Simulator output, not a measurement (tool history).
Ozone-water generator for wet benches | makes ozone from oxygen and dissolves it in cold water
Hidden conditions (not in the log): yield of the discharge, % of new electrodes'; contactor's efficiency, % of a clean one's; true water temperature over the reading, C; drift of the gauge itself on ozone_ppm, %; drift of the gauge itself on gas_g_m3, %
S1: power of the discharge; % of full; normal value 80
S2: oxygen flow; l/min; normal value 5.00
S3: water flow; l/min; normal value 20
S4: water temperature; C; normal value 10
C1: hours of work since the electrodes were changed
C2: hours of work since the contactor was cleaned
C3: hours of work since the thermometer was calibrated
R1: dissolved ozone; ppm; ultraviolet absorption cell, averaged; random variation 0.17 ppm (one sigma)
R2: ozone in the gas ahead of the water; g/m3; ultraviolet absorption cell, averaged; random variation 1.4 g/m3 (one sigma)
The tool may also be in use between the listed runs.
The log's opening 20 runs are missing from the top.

Run 21, hour 1649.7: usual settings but S1 63 % of full, S2 5.12 l/min, S3 24 l/min, S4 6 C; C1 1937; C2 4623; C3 4340. Result: R1 16.4 ppm, R2 217.2 g/m3.
Run 22, hour 1727.9: usual settings but S3 14 l/min, S4 7 C; C1 2004; C2 4689; C3 4406. Result: R1 32.5 ppm, R2 268.6 g/m3.
Run 23, hour 1791.6: usual settings but S3 14 l/min, S4 7 C; C1 2058; C2 4743; C3 4461. Result: R1 32.8 ppm, R2 267.6 g/m3.
Run 24, hour 1886.1: usual settings but S1 52 % of full, S2 4.21 l/min, S3 18 l/min, S4 7 C; C1 2138; C2 4824; C3 4541. Result: R1 17.2 ppm, R2 197.2 g/m3.
Run 25, hour 1949.3: usual settings but S1 62 % of full, S2 4.20 l/min, S4 8 C; C1 2192; C2 4877; C3 4595. Result: R1 17.9 ppm, R2 228.2 g/m3.
Run 26, hour 2004.4: usual settings but S1 62 % of full, S2 4.20 l/min, S4 8 C; C1 2239; C2 4924; C3 4641. Result: R1 17.9 ppm, R2 227.7 g/m3.
At hour 2098.4: contactor cleaned.
Run 27, hour 2098.6: usual settings but S4 16 C; C1 2316; C2 0; C3 4718. Result: R1 20.9 ppm, R2 270.1 g/m3.
Run 28, hour 2150.7: usual settings but S1 70 % of full, S3 15 l/min, S4 16 C; C1 2360; C2 45; C3 4762. Result: R1 23.8 ppm, R2 240.1 g/m3.
Run 29, hour 2251.4: usual settings but S1 81 % of full, S2 2.61 l/min, S3 28 l/min, S4 12 C; C1 2445; C2 130; C3 4848. Result: R1 12.9 ppm, R2 344.4 g/m3.
Run 30, hour 2306.5: usual settings but S1 79 % of full, S3 17 l/min, S4 8 C; C1 2492; C2 177; C3 4895. Result: R1 27.1 ppm, R2 267.7 g/m3.

What will run 31 give?
Run 31, hour 2402.9: usual settings but S1 59 % of full, S2 3.27 l/min, S4 11 C; C1 2574; C2 259; C3 4977. Result: R1 ?, R2 ?.

Run 31 came out at R1 15.3 ppm, R2 239.2 g/m3.
Had the tool carried no hidden state, the very same run would have given R1 15.3 ppm, R2 233.8 g/m3.

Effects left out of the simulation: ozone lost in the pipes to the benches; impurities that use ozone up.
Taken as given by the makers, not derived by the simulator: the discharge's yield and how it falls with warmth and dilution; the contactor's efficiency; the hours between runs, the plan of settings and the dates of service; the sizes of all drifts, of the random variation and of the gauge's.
